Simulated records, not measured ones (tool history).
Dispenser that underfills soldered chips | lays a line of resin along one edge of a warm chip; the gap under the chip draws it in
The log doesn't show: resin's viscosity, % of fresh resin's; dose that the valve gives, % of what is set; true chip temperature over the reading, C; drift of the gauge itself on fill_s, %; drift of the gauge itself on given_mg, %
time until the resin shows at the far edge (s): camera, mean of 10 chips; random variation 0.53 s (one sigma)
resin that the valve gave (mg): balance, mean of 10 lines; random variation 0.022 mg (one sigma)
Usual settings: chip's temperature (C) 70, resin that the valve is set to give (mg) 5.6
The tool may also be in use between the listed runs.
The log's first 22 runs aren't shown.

| run | hour | chip's temperature (C) | resin that the valve is set to give (mg) | hours of work since the syringe was changed | hours of work since the valve was cleaned | hours of work since the stage was calibrated | time until the resin shows at the far edge (s) | resin that the valve gave (mg) |
|---|---|---|---|---|---|---|---|---|
|  | 261.3 | new syringe of resin |
| 23 | 272.1 | 70 | 6.2 | 8 | 18 | 386 | 67 | 6.1 |
|  | 276.9 | new syringe of resin |
| 24 | 284.9 | 70 | 6.2 | 6 | 27 | 395 | 62.7 | 6.06 |
|  | 291.9 | new syringe of resin |
| 25 | 296.3 | 61 | 5.67 | 3 | 35 | 403 | 84.3 | 5.51 |
|  | 307 | new syringe of resin |
| 26 | 310.3 | 60 | 5.84 | 2 | 44 | 413 | 85.1 | 5.62 |
|  | 313.1 | dispensing valve cleaned and set on the balance |
| 27 | 320.2 | 60 | 5.84 | 9 | 5 | 419 | 112 | 5.83 |
|  | 322.9 | new syringe of resin |
| 28 | 328.1 | 58 | 5.75 | 4 | 10 | 425 | 99.2 | 5.69 |
|  | 338.5 | new syringe of resin |
| 29 | 342.3 | 58 | 5.75 | 3 | 20 | 435 | 94.6 | 5.6 |
|  | 353.7 | new syringe of resin |
| 30 | 357.4 | 58 | 5.75 | 3 | 31 | 445 | 94.6 | 5.57 |
| 31 | 365.9 | 58 | 5.75 | 9 | 37 | 451 | 125.3 | 5.55 |
|  | 368.5 | new syringe of resin |
|  | 379.3 | dispensing valve cleaned and set on the balance |
| 32 | 380.1 | 64 | 5.51 | 8 | 1 | 460 | 91.2 | 5.44 |
|  | 384.4 | new syringe of resin |
| 33 | 396.7 | 70 | 5.6 | 9 | 12 | 472 | 75 | 5.53 |

Forecast run 34:
|  | 399.7 | new syringe of resin |
| 34 | 410.9 | 55 | 5.6 | 8 | 22 | 482 | ? | ? |

{"run 34": {"time until the resin shows at the far edge (s)": 142.6, "resin that the valve gave (mg)": 5.52}}
Without the tool's hidden state the same run would have given time until the resin shows at the far edge (s) 84.6, resin that the valve gave (mg) 5.62.
